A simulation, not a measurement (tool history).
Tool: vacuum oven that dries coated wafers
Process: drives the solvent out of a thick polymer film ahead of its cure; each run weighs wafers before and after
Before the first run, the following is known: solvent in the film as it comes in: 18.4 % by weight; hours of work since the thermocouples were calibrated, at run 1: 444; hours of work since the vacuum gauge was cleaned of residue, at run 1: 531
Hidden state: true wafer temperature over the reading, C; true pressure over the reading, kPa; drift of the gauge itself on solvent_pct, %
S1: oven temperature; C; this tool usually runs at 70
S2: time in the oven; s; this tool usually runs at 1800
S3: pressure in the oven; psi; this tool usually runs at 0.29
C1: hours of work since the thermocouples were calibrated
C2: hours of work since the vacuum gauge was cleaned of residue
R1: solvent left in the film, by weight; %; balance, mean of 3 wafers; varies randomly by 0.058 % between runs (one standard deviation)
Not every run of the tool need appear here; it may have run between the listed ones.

run,hour,S1,S2,S3,C1,C2,R1
1,0,70,1800,0.29,444,531,3.41
2,44,70,1800,0.29,476,563,3.37
3,79.2,70,1800,0.151,503,590,2.73
4,139.2,70,1800,0.151,547,634,2.79
5,173.7,73,1800,0.151,573,660,2.32
6,228.6,70,900,0.29,614,701,6.55
7,282.6,70,1800,0.547,654,741,4.8
8,336.9,70,1800,0.547,695,782,4.95
9,386.9,70,1800,0.547,732,819,4.82
10,445.3,70,2520,0.29,775,862,2.73
11,481,70,1800,0.29,802,889,3.72
12,513.1,70,1800,0.29,826,913,3.79
13,555.6,70,1800,0.29,857,944,3.82
14,595.5,56,1800,0.29,887,974,8.01
15,638.7,56,1800,0.29,919,1006,7.84
16,679.3,56,1800,0.29,950,1037,7.73
17,716.4,56,1800,0.29,977,1064,7.98
18,759.7,56,1800,0.29,1009,1096,7.89
# hour 764.5: vacuum gauge cleaned of residue and calibrated
19,809.7,70,1500,0.693,1046,34,6.64
20,852.7,70,1500,0.693,1078,66,6.86
21,894.8,70,2460,0.873,1109,97,6.27
22,949.1,70,2460,0.873,1150,138,6.36
23,977.9,70,2460,0.873,1171,159,6.5
# hour 1026.1: vacuum gauge cleaned of residue and calibrated, once more
24,1026.1,70,2460,0.873,1206,0,5.87
25,1087.5,70,1440,0.29,1251,46,4.53
# hour 1124.8: oven's thermocouples calibrated
26,1129.4,55,1560,0.255,3,75,7.84
27,1196.8,70,960,0.421,54,126,6.32
28,1265.1,70,960,0.421,105,177,6.44
29,1304.2,70,1800,0.627,134,206,4.9
30,1370.9,70,1800,0.627,183,255,5.03
31,1430.5,70,1800,0.627,228,300,4.98
32,1497.6,70,1800,0.627,278,350,4.95
33,1563.7,80,1980,0.627,327,399,2.76
34,1594.6,67,1620,0.29,350,422,4.48
35,1638.4,66,1380,0.927,383,455,8.83
36,1697.4,70,1800,0.637,427,499,5.26

Difference, measured minus no-hidden-state, one row per run. Run-to-run variation is common to both terms; the gauge's own scatter need not be:
run,R1
1,+0.38
2,+0.4
3,+0.4
4,+0.43
5,+0.41
6,+0.54
7,+0.6
8,+0.66
9,+0.68
10,+0.59
11,+0.67
12,+0.7
13,+0.71
14,+1.15
15,+1.17
16,+1.18
17,+1.24
18,+1.27
19,+1.14
20,+1.18
21,+1.2
22,+1.25
23,+1.29
24,+0.71
25,+0.66
26,+0.16
27,+0.17
28,+0.2
29,+0.24
30,+0.28
31,+0.31
32,+0.36
33,+0.24
34,+0.42
35,+0.57
36,+0.5
